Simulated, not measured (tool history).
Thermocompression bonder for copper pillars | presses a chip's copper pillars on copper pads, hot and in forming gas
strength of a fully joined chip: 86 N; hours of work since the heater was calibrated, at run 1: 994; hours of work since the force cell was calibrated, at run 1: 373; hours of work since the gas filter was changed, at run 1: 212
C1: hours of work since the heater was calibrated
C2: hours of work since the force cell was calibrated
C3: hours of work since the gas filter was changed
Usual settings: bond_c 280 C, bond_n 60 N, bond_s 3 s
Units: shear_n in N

run 1 hour=0.0 | bond_c=280 bond_n=60 bond_s=3 | C1=994 C2=373 C3=212 | shear_n=50.0
run 2 hour=35.9 | bond_c=280 bond_n=60 bond_s=3 | C1=1022 C2=400 C3=239 | shear_n=50.8
run 3 hour=59.6 | bond_c=280 bond_n=60 bond_s=3 | C1=1040 C2=418 C3=257 | shear_n=50.6
-- hour=63.5 heater calibrated with a thermocouple chip
run 4 hour=81.2 | bond_c=280 bond_n=60 bond_s=3 | C1=14 C2=433 C3=272 | shear_n=47.0
run 5 hour=110.2 | bond_c=280 bond_n=60 bond_s=3 | C1=36 C2=455 C3=294 | shear_n=48.1
run 6 hour=133.5 | bond_c=280 bond_n=60 bond_s=3 | C1=53 C2=473 C3=312 | shear_n=48.1
run 7 hour=153.7 | bond_c=280 bond_n=60 bond_s=3 | C1=69 C2=488 C3=328 | shear_n=48.7
run 8 hour=174.3 | bond_c=251 bond_n=60 bond_s=3 | C1=85 C2=504 C3=343 | shear_n=36.3
-- hour=182.0 heater calibrated with a thermocouple chip, once more
run 9 hour=207.7 | bond_c=280 bond_n=88 bond_s=3 | C1=20 C2=528 C3=367 | shear_n=63.8
run 10 hour=240.6 | bond_c=280 bond_n=88 bond_s=3 | C1=45 C2=553 C3=393 | shear_n=65.5
run 11 hour=264.3 | bond_c=275 bond_n=50 bond_s=3 | C1=63 C2=571 C3=411 | shear_n=45.4
run 12 hour=296.9 | bond_c=280 bond_n=59 bond_s=2 | C1=88 C2=596 C3=436 | shear_n=45.9
-- hour=310.4 forming gas filter changed
run 13 hour=319.1 | bond_c=280 bond_n=59 bond_s=2 | C1=104 C2=613 C3=7 | shear_n=50.9
run 14 hour=346.5 | bond_c=279 bond_n=50 bond_s=2 | C1=125 C2=634 C3=28 | shear_n=44.4
run 15 hour=363.5 | bond_c=279 bond_n=50 bond_s=2 | C1=138 C2=647 C3=41 | shear_n=44.6
run 16 hour=400.5 | bond_c=254 bond_n=50 bond_s=6 | C1=167 C2=675 C3=69 | shear_n=50.5
run 17 hour=434.9 | bond_c=265 bond_n=62 bond_s=3 | C1=193 C2=701 C3=95 | shear_n=50.2
run 18 hour=456.7 | bond_c=280 bond_n=83 bond_s=3 | C1=209 C2=718 C3=112 | shear_n=63.9

3 ways to go on from here, each from the tool as it stands after run 18. What would each give?
run A hour=473.0 | bond_c=280 bond_n=73 bond_s=5 | C1=222 C2=730 C3=124 | shear_n=?
run B hour=473.0 | bond_c=275 bond_n=60 bond_s=5 | C1=222 C2=730 C3=124 | shear_n=?
run C hour=473.0 | bond_c=257 bond_n=70 bond_s=4 | C1=222 C2=730 C3=124 | shear_n=?

run=A shear_n=68.8
run=B shear_n=61.3
run=C shear_n=54.7
Without the tool's hidden state the same runs would have given:
run=A shear_n=69.5
run=B shear_n=61.8
run=C shear_n=55.0

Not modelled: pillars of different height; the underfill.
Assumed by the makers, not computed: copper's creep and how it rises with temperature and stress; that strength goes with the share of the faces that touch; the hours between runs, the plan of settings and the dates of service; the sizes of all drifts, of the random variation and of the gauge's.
